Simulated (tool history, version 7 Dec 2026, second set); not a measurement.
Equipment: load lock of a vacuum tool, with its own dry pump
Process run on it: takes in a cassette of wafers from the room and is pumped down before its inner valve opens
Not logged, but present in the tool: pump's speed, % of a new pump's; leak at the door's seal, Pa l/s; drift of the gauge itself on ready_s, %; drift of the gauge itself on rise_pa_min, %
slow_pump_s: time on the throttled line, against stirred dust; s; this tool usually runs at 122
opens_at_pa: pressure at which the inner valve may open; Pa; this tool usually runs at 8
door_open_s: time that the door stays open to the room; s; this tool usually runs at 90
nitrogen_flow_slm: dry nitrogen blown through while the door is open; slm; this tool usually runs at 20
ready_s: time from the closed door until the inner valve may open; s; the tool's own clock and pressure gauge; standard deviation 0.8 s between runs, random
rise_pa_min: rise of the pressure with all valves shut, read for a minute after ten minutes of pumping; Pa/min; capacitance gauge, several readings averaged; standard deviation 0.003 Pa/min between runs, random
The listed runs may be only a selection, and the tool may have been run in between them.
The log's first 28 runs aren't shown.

run,hour,slow_pump_s,opens_at_pa,door_open_s,nitrogen_flow_slm,hours that the pump has run since its overhaul,times that the door has closed on its seal,"incoming humidity of the room's air, %",ready_s,rise_pa_min
29,2595.5,227,13,90,11,7175,4900,43.5,283.9,0.059
30,2682.0,126,8,26,14,7262,5143,43.7,203.9,0.043
31,2760.7,182,10,55,14,7340,5363,43.9,251.2,0.050
32,2829.2,122,8,90,13,7409,5554,44.0,202.7,0.060
33,2886.3,122,6,25,20,7466,5714,45.6,205.8,0.046
34,2968.1,190,8,90,6,7548,5943,45.4,258.9,0.074
35,3088.8,122,8,90,18,7668,6281,45.8,200.8,0.068
36,3183.0,122,8,90,18,7763,6544,43.6,200.6,0.065

5 ways to go on from here, each from the tool as it stands after run 36. What would each give?
A,3279.3,121,11,90,18,7859,6814,43.5,?,?
B,3279.3,122,9,90,18,7859,6814,42.6,?,?
C,3279.3,161,8,196,18,7859,6814,46.1,?,?
D,3279.3,122,8,48,20,7859,6814,46.6,?,?
E,3279.3,122,10,90,20,7859,6814,45.5,?,?

run,ready_s,rise_pa_min
A,197.7,0.073
B,201.4,0.068
C,233.9,0.092
D,201.3,0.063
E,197.5,0.067
With the hidden condition removed and each run's random variation left untouched, the same runs would have given:
run,ready_s,rise_pa_min
A,193.3,0.028
B,196.9,0.024
C,229.7,0.047
D,196.6,0.018
E,193.1,0.023
